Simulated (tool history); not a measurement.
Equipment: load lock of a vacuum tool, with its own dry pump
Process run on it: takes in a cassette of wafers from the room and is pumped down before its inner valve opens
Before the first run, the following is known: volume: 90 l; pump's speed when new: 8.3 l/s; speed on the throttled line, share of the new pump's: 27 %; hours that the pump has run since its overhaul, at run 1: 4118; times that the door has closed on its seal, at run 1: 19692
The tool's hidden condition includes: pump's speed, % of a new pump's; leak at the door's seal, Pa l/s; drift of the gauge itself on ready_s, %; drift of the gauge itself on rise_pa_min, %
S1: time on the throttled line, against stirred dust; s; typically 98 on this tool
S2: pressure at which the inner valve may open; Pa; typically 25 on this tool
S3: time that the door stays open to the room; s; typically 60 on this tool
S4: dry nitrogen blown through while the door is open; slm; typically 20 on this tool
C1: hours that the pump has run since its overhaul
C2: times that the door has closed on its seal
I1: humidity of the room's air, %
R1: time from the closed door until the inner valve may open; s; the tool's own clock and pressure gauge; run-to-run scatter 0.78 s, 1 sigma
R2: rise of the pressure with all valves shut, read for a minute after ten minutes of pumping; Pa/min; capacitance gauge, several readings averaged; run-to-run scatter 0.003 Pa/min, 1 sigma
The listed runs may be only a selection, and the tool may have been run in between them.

run,hour,S1,S2,S3,S4,C1,C2,I1,R1,R2
1,0.0,98,25,60,20,4118,19692,46.7,162.8,0.192
2,153.6,98,25,60,20,4271,20017,46.4,162.5,0.205
3,287.8,98,25,60,20,4406,20301,48.1,163.2,0.192
4,431.8,98,25,60,20,4550,20606,46.9,163.3,0.208
5,537.4,142,25,60,20,4655,20829,48.2,195.6,0.205
6,695.6,98,25,60,20,4813,21164,47.8,162.8,0.216
7,785.9,98,25,60,20,4904,21355,46.6,164.4,0.213

Run 8 is up next; what results do you expect?
8,958.4,98,25,95,20,5076,21720,46.7,?,?

R1: 164.1 s
R2: 0.225 Pa/min
Without the tool's hidden state the same run would have given R1 161.9 s, R2 0.035 Pa/min.
